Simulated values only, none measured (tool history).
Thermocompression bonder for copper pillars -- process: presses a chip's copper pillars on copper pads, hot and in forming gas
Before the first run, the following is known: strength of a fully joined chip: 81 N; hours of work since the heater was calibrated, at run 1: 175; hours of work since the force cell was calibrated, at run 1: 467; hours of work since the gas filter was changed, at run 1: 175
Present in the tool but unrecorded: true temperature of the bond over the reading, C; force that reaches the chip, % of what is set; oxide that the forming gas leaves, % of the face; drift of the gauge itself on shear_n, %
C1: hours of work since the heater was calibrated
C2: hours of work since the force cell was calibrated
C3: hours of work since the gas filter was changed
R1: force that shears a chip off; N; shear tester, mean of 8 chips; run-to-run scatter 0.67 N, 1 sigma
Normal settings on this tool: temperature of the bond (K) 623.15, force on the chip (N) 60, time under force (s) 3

Run 1, hour 0: usual settings; C1 175; C2 467; C3 175. Result: R1 38.5 N.
Run 2, hour 22.5: usual settings; C1 188; C2 480; C3 188. Result: R1 39 N.
Run 3, hour 48.1: usual settings; C1 203; C2 495; C3 203. Result: R1 36.8 N.
Run 4, hour 83.5: usual settings; C1 224; C2 516; C3 224. Result: R1 37.5 N.
Run 5, hour 111.2: usual settings; C1 240; C2 532; C3 240. Result: R1 38 N.
At hour 133.5: forming gas filter changed.
Run 6, hour 139.9: usual settings; C1 256; C2 548; C3 4. Result: R1 39.8 N.
Run 7, hour 185.7: usual settings but temperature of the bond (K) 641.15, force on the chip (N) 64; C1 283; C2 575; C3 31. Result: R1 50.1 N.
Run 8, hour 229.5: usual settings but temperature of the bond (K) 641.15; C1 309; C2 601; C3 56. Result: R1 47.4 N.

What will run 9 give?
Run 9, hour 268.9: usual settings but temperature of the bond (K) 641.15; C1 332; C2 624; C3 79. Result: R1 ?.

Run 9 measured R1 46.2 N.
If the tool had no hidden condition, the same run with the same run-to-run variation would have returned R1 53.3 N.
